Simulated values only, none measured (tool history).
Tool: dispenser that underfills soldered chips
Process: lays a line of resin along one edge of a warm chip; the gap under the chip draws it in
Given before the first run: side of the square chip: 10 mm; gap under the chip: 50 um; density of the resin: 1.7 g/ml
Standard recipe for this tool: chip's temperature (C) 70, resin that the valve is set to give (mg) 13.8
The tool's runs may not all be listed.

| run | hour | chip's temperature (C) | resin that the valve is set to give (mg) | time until the resin shows at the far edge (s) | resin that the valve gave (mg) |
|---|---|---|---|---|---|
| 1 | 0 | 70 | 13.8 | 126.3 | 13.45 |
| 2 | 2.9 | 67 | 13.8 | 156.8 | 13.58 |
| 3 | 7.3 | 67 | 13.8 | 177.9 | 13.59 |
| 4 | 11.5 | 70 | 13.8 | 111.7 | 13.5 |
| 5 | 14.8 | 70 | 17.2 | 124.3 | 16.85 |
| 6 | 18.4 | 70 | 17.2 | 137.4 | 16.71 |
| 7 | 23.8 | 70 | 17.2 | 107.6 | 16.75 |
| 8 | 25.9 | 58 | 17.4 | 203.4 | 16.74 |
| 9 | 28.7 | 61 | 16.8 | 191.3 | 16.41 |
| 10 | 33.4 | 70 | 13.8 | 144.4 | 13.25 |
| 11 | 38 | 82 | 14 | 63.1 | 13.53 |
| 12 | 43.9 | 82 | 14 | 72.1 | 13.95 |

Not shown: 4 entries that the log had between the listed runs. Between which runs, and how does the tool's hidden state differ before and after?
Runs 3 to 4: new syringe of resin (hour 8.4)
  resin's viscosity, % of fresh resin's: 149 -> 108.3; dose that the valve gives, % of what is set: 97.55 -> 97.36; true chip temperature over the reading, C: 0.88 -> 0.9
  measured result minus the result with no hidden state, time until the resin shows at the far edge (s): +54 -> +4.5; resin that the valve gave (mg): -0.34 -> -0.36
Runs 6 to 7: new syringe of resin (hour 22.8)
  resin's viscosity, % of fresh resin's: 132.7 -> 103.6; dose that the valve gives, % of what is set: 97 -> 96.73; true chip temperature over the reading, C: 0.94 -> 0.96
  measured result minus the result with no hidden state, time until the resin shows at the far edge (s): +29.4 -> -0.9; resin that the valve gave (mg): -0.52 -> -0.56
Runs 10 to 11: new syringe of resin (hour 37)
  resin's viscosity, % of fresh resin's: 137.6 -> 102.3; dose that the valve gives, % of what is set: 96.2 -> 95.96; true chip temperature over the reading, C: 1.01 -> 1.03
  measured result minus the result with no hidden state, time until the resin shows at the far edge (s): +34.9 -> -1.1; resin that the valve gave (mg): -0.52 -> -0.57
Runs 11 to 12: dispensing valve cleaned and set on the balance (hour 41.9)
  resin's viscosity, % of fresh resin's: 102.3 -> 118; dose that the valve gives, % of what is set: 95.96 -> 99.93; true chip temperature over the reading, C: 1.03 -> 1.05
  measured result minus the result with no hidden state, time until the resin shows at the far edge (s): -1.1 -> +8.2; resin that the valve gave (mg): -0.57 -> -0.01

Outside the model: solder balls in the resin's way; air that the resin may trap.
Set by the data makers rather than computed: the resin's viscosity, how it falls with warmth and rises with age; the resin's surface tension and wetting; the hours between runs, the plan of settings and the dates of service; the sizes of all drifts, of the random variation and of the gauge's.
